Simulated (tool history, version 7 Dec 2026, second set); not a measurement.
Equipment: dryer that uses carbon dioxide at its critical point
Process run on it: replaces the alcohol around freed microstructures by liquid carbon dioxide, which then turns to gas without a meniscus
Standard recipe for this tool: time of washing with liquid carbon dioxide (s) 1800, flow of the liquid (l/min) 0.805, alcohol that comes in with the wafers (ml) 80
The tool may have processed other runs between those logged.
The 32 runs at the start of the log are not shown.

run   hour  time of washing with liquid carbon dioxide (s)  flow of the liquid (l/min)  alcohol that comes in with the wafers (ml)  hours of work since the filter was changed  hours of work since the purifier's bed was changed  alcohol left in the vessel before it's heated (ppm by volume)
 33  220.2                                            2400                       0.805                                          26                                         106                                                 189                                                             59
 34  226.8                                            2400                       0.805                                          26                                         108                                                 192                                                             56
 35  234.5                                            2400                       0.805                                          26                                         111                                                 194                                                             57
 36  240.6                                            2040                       0.805                                          96                                         113                                                 196                                                            265
 37    250                                            1380                       0.549                                          80                                         116                                                 200                                                           2409
 38  254.5                                            1380                       0.624                                          80                                         118                                                 201                                                           1756
 39  263.5                                            1380                       0.624                                          80                                         121                                                 205                                                           1773
 40  268.8                                            1140                        1.23                                          52                                         123                                                 206                                                            261
 41    273                                            1260                       0.601                                          61                                         124                                                 208                                                           1865
 42  280.3                                            1260                       0.499                                          80                                         127                                                 210                                                           3521
 43  289.3                                            1620                       0.557                                          80                                         130                                                 214                                                           1613

Run 44 is up next; what results do you expect?
 44  293.2                                            1800                       0.805                                          45                                         132                                                 215                                                              ?

{"run 44": {"alcohol left in the vessel before it's heated (ppm by volume)": 220}}
Minus the tool's unlogged condition, the same run would have read alcohol left in the vessel before it's heated (ppm by volume) 126.
